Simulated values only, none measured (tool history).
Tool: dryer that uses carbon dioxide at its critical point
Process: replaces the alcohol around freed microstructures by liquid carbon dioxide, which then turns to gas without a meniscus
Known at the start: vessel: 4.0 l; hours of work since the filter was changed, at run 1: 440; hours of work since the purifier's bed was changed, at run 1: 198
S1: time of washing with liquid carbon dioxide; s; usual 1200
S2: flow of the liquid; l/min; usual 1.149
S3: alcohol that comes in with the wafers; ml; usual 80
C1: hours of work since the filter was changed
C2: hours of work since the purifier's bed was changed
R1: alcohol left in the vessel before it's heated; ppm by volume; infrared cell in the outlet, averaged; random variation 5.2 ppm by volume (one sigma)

run,day,S1,S2,S3,C1,C2,R1
1,0.000,1200,1.149,80,440,198,245
2,0.367,1200,1.149,80,444,202,253
3,0.838,1200,1.149,80,449,207,251
4,1.312,1200,1.149,80,455,212,262
5,1.938,1200,1.149,80,462,219,258
6,2.350,1200,1.149,52,466,224,203
7,2.933,1200,1.149,52,473,231,206
8,3.288,840,0.720,91,477,235,3142
9,3.983,840,0.720,91,485,242,3190
10,4.608,1140,0.870,61,492,249,651
11,5.125,1140,0.870,61,498,255,681
12,5.550,1860,1.130,110,502,260,101

5 ways to go on from here, each from the tool as it stands after run 12. What would each give?
A,6.062,960,1.130,110,508,266,?
B,6.062,1860,1.150,46,508,266,?
C,6.062,720,0.870,80,508,266,?
D,6.062,1020,1.149,41,508,266,?
E,6.062,1200,0.720,20,508,266,?

run,R1
A,825
B,105
C,2684
D,301
E,380
Without the tool's hidden state the same runs would have given:
run,R1
A,371
B,13
C,1747
D,103
E,175
